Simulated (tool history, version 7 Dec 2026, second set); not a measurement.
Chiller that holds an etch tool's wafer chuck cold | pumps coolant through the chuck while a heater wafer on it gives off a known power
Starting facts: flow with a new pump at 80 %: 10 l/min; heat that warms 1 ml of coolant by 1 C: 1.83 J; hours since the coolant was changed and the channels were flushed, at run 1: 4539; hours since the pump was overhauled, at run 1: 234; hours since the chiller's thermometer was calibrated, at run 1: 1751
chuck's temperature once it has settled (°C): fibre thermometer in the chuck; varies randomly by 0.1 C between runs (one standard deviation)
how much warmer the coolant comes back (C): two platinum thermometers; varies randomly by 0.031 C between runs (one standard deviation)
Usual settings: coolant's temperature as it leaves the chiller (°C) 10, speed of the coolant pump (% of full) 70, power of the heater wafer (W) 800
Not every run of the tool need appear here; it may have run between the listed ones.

run   hour  coolant's temperature as it leaves the chiller (°C)  speed of the coolant pump (% of full)  power of the heater wafer (W)  hours since the coolant was changed and the channels were flushed  hours since the pump was overhauled  hours since the chiller's thermometer was calibrated  chuck's temperature once it has settled (°C)  how much warmer the coolant comes back (C)
  1      0                                                   10                                     70                            800                                                               4539                                  234                                                  1751                                          20.1                                        3.03
  2   32.3                                                   10                                     70                            800                                                               4571                                  266                                                  1783                                          20.2                                        3.01
  3   61.5                                                   10                                     70                            800                                                               4601                                  296                                                  1812                                          20.3                                        2.99
  4   94.6                                                   10                                     70                            800                                                               4634                                  329                                                  1845                                          20.3                                        3.02
  5  118.9                                                   10                                     70                            800                                                               4658                                  353                                                  1869                                          20.2                                        3.01
  6  136.3                                                   10                                     70                            800                                                               4676                                  370                                                  1887                                          20.1                                        3.04
  7  161.7                                                   10                                     74                            800                                                               4701                                  396                                                  1912                                          19.7                                        2.85
  8  196.3                                                   10                                     74                            800                                                               4735                                  430                                                  1947                                          19.7                                        2.88
  9  224.4                                                    2                                     65                            996                                                               4764                                  458                                                  1975                                          15.7                                        4.08
 10  253.5                                                    2                                     65                            996                                                               4793                                  488                                                  2004                                          15.5                                        4.11
 11  284.9                                                    2                                     65                            996                                                               4824                                  519                                                  2035                                          15.7                                         4.1
 12    308                                                    2                                     63                            867                                                               4847                                  542                                                  2059                                          14.1                                        3.72
 13  326.8                                                   17                                     63                            867                                                               4866                                  561                                                  2077                                          29.1                                        3.65
 14    343                                                   19                                     63                            867                                                               4882                                  577                                                  2094                                          31.1                                         3.7
 15  364.4                                                   15                                     70                            403                                                               4904                                  598                                                  2115                                          20.2                                        1.54

Had the tool no unlogged condition, and each run kept its random variation, what would the results have been?
The hidden state here: heat passed by the chuck's channels, % of clean ones'; flow at a given pump speed, % of a new pump's; coolant's true temperature over the reading, C; drift of the gauge itself on chuck_c, C; drift of the gauge itself on warmer_back_c, C.
run  chuck's temperature once it has settled (°C)
  1                                          19.1
  2                                          19.3
  3                                          19.4
  4                                          19.3
  5                                          19.2
  6                                          19.1
  7                                          18.8
  8                                          18.7
  9                                          14.4
 10                                          14.2
 11                                          14.4
 12                                          12.9
 13                                          27.9
 14                                          29.9
 15                                          19.5
how much warmer the coolant comes back (C): at most 0.02 away from the measurement, every run.
